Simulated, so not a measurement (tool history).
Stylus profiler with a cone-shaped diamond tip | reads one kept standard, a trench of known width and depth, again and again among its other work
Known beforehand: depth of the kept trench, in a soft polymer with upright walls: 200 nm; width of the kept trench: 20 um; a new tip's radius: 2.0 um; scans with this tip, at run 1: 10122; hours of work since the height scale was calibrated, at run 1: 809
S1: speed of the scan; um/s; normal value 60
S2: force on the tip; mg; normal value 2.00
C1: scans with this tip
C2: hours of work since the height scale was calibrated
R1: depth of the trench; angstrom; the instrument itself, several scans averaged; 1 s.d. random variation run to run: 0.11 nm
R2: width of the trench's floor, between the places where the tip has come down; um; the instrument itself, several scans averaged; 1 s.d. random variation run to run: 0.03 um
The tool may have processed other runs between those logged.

| run | hour | S1 | S2 | C1 | C2 | R1 | R2 |
|---|---|---|---|---|---|---|---|
| 1 | 0.0 | 60 | 2.00 | 10122 | 809 | 2010.7 | 17.72 |
| 2 | 24.8 | 60 | 2.00 | 10299 | 824 | 2012.9 | 17.68 |
| 3 | 43.7 | 60 | 4.36 | 10434 | 834 | 2027.0 | 17.76 |
| 4 | 61.9 | 60 | 2.00 | 10563 | 845 | 2014.3 | 17.74 |
| 5 | 82.9 | 60 | 2.00 | 10713 | 857 | 2013.7 | 17.66 |
| 6 | 101.5 | 60 | 2.00 | 10846 | 867 | 2012.9 | 17.68 |
| 7 | 124.3 | 60 | 1.81 | 11008 | 880 | 2010.8 | 17.76 |
| 8 | 143.2 | 60 | 1.81 | 11143 | 891 | 2011.1 | 17.70 |
| 9 | 157.6 | 60 | 1.81 | 11246 | 899 | 2012.4 | 17.69 |
| 10 | 175.2 | 16 | 2.00 | 11371 | 909 | 2011.2 | 17.89 |
| 11 | 190.6 | 60 | 3.29 | 11481 | 918 | 2020.8 | 17.77 |
| 12 | 210.4 | 60 | 3.29 | 11622 | 929 | 2020.0 | 17.71 |
| 13 | 227.1 | 60 | 3.29 | 11741 | 939 | 2021.2 | 17.71 |
| 14 | 254.5 | 48 | 3.29 | 11936 | 955 | 2021.5 | 17.74 |
| 15 | 279.3 | 48 | 3.29 | 12113 | 969 | 2020.4 | 17.81 |
| 16 | 292.4 | 43 | 3.29 | 12207 | 976 | 2021.0 | 17.72 |
| 17 | 309.8 | 43 | 3.29 | 12330 | 986 | 2019.6 | 17.80 |
| 18 | 330.2 | 56 | 3.26 | 12476 | 998 | 2019.3 | 17.77 |
| 19 | 349.7 | 56 | 3.26 | 12615 | 1009 | 2019.8 | 17.75 |
| 20 | 373.7 | 16 | 0.87 | 12786 | 1022 | 2001.6 | 17.79 |
| 21 | 398.5 | 16 | 0.87 | 12963 | 1037 | 2004.2 | 17.82 |
| 22 | 420.1 | 16 | 0.87 | 13117 | 1049 | 2002.9 | 17.75 |
| 23 | 433.6 | 41 | 0.70 | 13213 | 1057 | 2002.7 | 17.59 |
| 24 | 453.0 | 19 | 0.86 | 13351 | 1068 | 2001.0 | 17.76 |
| 25 | 474.2 | 19 | 0.86 | 13503 | 1080 | 2003.8 | 17.81 |
| 26 | 487.6 | 24 | 2.71 | 13598 | 1087 | 2017.1 | 17.80 |
| 27 | 508.9 | 134 | 2.71 | 13750 | 1100 | 2014.9 | 17.37 |
| 28 | 523.4 | 41 | 5.05 | 13853 | 1108 | 2027.4 | 17.81 |
| 29 | 551.5 | 41 | 5.05 | 14053 | 1124 | 2026.0 | 17.75 |
| 30 | 569.1 | 191 | 0.92 | 14179 | 1134 | 2003.7 | 16.64 |

Branching from run 30: 3 alternative next runs. What would each branch give?
| A | 582.5 | 60 | 1.79 | 14274 | 1142 | ? | ? |
| B | 582.5 | 185 | 0.92 | 14274 | 1142 | ? | ? |
| C | 582.5 | 87 | 3.26 | 14274 | 1142 | ? | ? |

| run | R1 | R2 |
|---|---|---|
| A | 2010.5 | 17.64 |
| B | 2001.9 | 16.68 |
| C | 2020.6 | 17.60 |
Without the tool's unlogged condition, the same runs would have read:
| run | R1 | R2 |
|---|---|---|
| A | 2018.5 | 18.01 |
| B | 2009.9 | 17.04 |
| C | 2028.6 | 17.96 |
